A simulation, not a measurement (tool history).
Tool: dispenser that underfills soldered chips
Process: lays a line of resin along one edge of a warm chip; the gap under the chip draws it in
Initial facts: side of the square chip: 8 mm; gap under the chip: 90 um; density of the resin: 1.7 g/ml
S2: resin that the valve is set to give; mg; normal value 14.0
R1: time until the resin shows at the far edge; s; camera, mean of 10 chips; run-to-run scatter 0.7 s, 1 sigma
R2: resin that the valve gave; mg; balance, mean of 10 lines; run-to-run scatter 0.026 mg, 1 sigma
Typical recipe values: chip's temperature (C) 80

{"run": 1, "hour": 0.0, "chip's temperature (C)": 80, "S2": 14.0, "R1": 71.4, "R2": 13.74}
{"hour": 2.5, "done": "new syringe of resin"}
{"run": 2, "hour": 4.9, "chip's temperature (C)": 80, "S2": 14.0, "R1": 67.8, "R2": 13.74}
{"run": 3, "hour": 9.4, "chip's temperature (C)": 80, "S2": 14.0, "R1": 73.7, "R2": 13.72}
{"hour": 11.7, "done": "new syringe of resin"}
{"hour": 16.6, "done": "dispensing valve cleaned and set on the balance"}
{"run": 4, "hour": 18.0, "chip's temperature (C)": 80, "S2": 17.1, "R1": 67.7, "R2": 17.07}
{"hour": 21.5, "done": "new syringe of resin"}
{"run": 5, "hour": 23.7, "chip's temperature (C)": 80, "S2": 14.0, "R1": 67.5, "R2": 13.99}
{"run": 6, "hour": 29.0, "chip's temperature (C)": 80, "S2": 14.0, "R1": 75.2, "R2": 13.96}
{"hour": 30.1, "done": "new syringe of resin"}
{"run": 7, "hour": 37.9, "chip's temperature (C)": 80, "S2": 14.0, "R1": 72.8, "R2": 13.91}
{"hour": 38.7, "done": "new syringe of resin"}
{"run": 8, "hour": 45.8, "chip's temperature (C)": 80, "S2": 14.0, "R1": 72.8, "R2": 13.88}
{"hour": 47.7, "done": "new syringe of resin"}
{"run": 9, "hour": 52.0, "chip's temperature (C)": 80, "S2": 14.0, "R1": 70.3, "R2": 13.88}
{"hour": 56.7, "done": "new syringe of resin"}
{"run": 10, "hour": 58.7, "chip's temperature (C)": 83, "S2": 14.0, "R1": 58.1, "R2": 13.92}
{"run": 11, "hour": 63.1, "chip's temperature (C)": 76, "S2": 14.0, "R1": 86.0, "R2": 13.86}
{"hour": 65.7, "done": "new syringe of resin"}
{"run": 12, "hour": 69.9, "chip's temperature (C)": 75, "S2": 14.0, "R1": 86.2, "R2": 13.84}
{"hour": 74.6, "done": "new syringe of resin"}
{"run": 13, "hour": 75.0, "chip's temperature (C)": 70, "S2": 11.9, "R1": 102.1, "R2": 11.73}
{"hour": 83.3, "done": "new syringe of resin"}
{"run": 14, "hour": 83.3, "chip's temperature (C)": 70, "S2": 11.9, "R1": 99.6, "R2": 11.73}
{"run": 15, "hour": 87.4, "chip's temperature (C)": 70, "S2": 16.6, "R1": 98.7, "R2": 16.35}
{"hour": 92.1, "done": "new syringe of resin"}
{"run": 16, "hour": 92.8, "chip's temperature (C)": 79, "S2": 15.6, "R1": 67.5, "R2": 15.36}
{"run": 17, "hour": 97.6, "chip's temperature (C)": 79, "S2": 15.6, "R1": 72.6, "R2": 15.31}
{"hour": 101.2, "done": "new syringe of resin"}
{"run": 18, "hour": 102.3, "chip's temperature (C)": 78, "S2": 12.2, "R1": 74.2, "R2": 11.99}

For some of the steps in R1 from one run to the next: how much would appear even if the tool had no hidden state, given the settings, what came in and random variation, and how much remains for the hidden state plus any gauge scatter that the measured result and the result without hidden state don't share?
What the log doesn't record here: resin's viscosity, % of fresh resin's; dose that the valve gives, % of what is set; true chip temperature over the reading, C; drift of the gauge itself on fill_s, %; drift of the gauge itself on given_mg, %.
Run 10 -> 11: chip's temperature (C) 83 -> 76. R1 +27.9 s: hidden state +8.4, all else +19.5.
Run 15 -> 16: chip's temperature (C) 70 -> 79, S2 16.6 -> 15.6, new syringe of resin. R1 -31.2 s: hidden state -5.0, all else -26.2.
